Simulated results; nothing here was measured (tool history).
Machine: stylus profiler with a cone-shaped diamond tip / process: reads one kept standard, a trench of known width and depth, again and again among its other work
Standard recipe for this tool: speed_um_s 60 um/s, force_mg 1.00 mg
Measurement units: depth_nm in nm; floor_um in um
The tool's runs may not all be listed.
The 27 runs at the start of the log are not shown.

run 28 hour=2810.2 | speed_um_s=17 force_mg=0.79 | depth_nm=201.53 floor_um=17.15
run 29 hour=2877.4 | speed_um_s=17 force_mg=0.79 | depth_nm=201.74 floor_um=17.29
run 30 hour=2963.1 | speed_um_s=200 force_mg=2.47 | depth_nm=203.15 floor_um=16.38
run 31 hour=3018.2 | speed_um_s=55 force_mg=1.00 | depth_nm=202.04 floor_um=16.90
run 32 hour=3146.3 | speed_um_s=82 force_mg=1.67 | depth_nm=202.68 floor_um=16.82
run 33 hour=3221.8 | speed_um_s=41 force_mg=2.05 | depth_nm=202.86 floor_um=17.11
run 34 hour=3292.7 | speed_um_s=41 force_mg=2.05 | depth_nm=203.05 floor_um=17.11
run 35 hour=3407.6 | speed_um_s=41 force_mg=2.05 | depth_nm=203.04 floor_um=17.08
run 36 hour=3465.5 | speed_um_s=16 force_mg=0.81 | depth_nm=202.07 floor_um=17.13
run 37 hour=3521.6 | speed_um_s=20 force_mg=1.71 | depth_nm=202.72 floor_um=17.17
run 38 hour=3612.2 | speed_um_s=152 force_mg=2.41 | depth_nm=203.32 floor_um=16.52
run 39 hour=3745.4 | speed_um_s=152 force_mg=2.41 | depth_nm=203.35 floor_um=16.47

For run 40, what comes out?
run 40 hour=3870.6 | speed_um_s=189 force_mg=2.27 | depth_nm=? floor_um=?

depth_nm: 203.21 nm
floor_um: 16.24 um
With the hidden condition absent and the run-to-run variation left alone, this run would have shown depth_nm 202.29 nm, floor_um 17.04 um.

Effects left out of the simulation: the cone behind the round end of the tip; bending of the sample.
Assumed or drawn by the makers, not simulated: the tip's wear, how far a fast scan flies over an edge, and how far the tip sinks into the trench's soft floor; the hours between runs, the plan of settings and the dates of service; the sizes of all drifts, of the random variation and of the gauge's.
